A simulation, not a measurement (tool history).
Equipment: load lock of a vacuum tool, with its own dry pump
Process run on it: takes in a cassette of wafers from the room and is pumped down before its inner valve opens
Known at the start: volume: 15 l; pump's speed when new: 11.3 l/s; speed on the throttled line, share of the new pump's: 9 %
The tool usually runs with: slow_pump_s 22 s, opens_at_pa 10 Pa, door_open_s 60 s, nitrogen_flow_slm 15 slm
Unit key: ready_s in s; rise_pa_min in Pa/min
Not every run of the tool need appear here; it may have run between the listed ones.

run    hour  slow_pump_s  opens_at_pa  door_open_s  nitrogen_flow_slm  incoming humidity of the room's air, %  ready_s  rise_pa_min
  1       0           22           10           60                 15                                    45.1     32.2        0.048
  2   112.6           22           10           60                 15                                    46.2     32.2        0.049
  3   191.7           22           10           60                 15                                    42.3     32.1        0.039
  4   249.5           12           10           60                 15                                    46.9     23.2        0.048
  5   334.6           12           10           60                 15                                    43.7     23.2        0.048
  6   425.1           39           10           60                 15                                    47.7     47.7        0.044
  7   495.7           39           10           60                 15                                    42.4     47.7        0.046
  8   549.7           39           10           39                 15                                    43.5     47.6        0.035
  9   654.9           39           10           39                 15                                    43.7     47.4         0.04
 10   733.2           22           10           60                 18                                    47.5     32.2        0.047
 11   839.5           22           10           60                 18                                    43.7     32.2        0.044
 12     925           22           10           60                 18                                    45.1     32.1         0.04
 13   976.7           22           10           60                 18                                    42.9     32.4        0.041
 14  1068.5           22           10           91                 18                                    43.6     32.3        0.058
 15  1139.5           22           10           91                 18                                    45.1     32.3        0.051
 16  1213.9           30           10           60                 15                                    41.7     39.4        0.042

Run 17 is up next; what results do you expect?
 17  1325.1           30           13           60                 15                                    40.5        ?            ?

Logged for run 17: ready_s 39.4 s, rise_pa_min 0.046 Pa/min.
With no hidden state in the tool, this same run would have given ready_s 39.3 s, rise_pa_min 0.044 Pa/min.
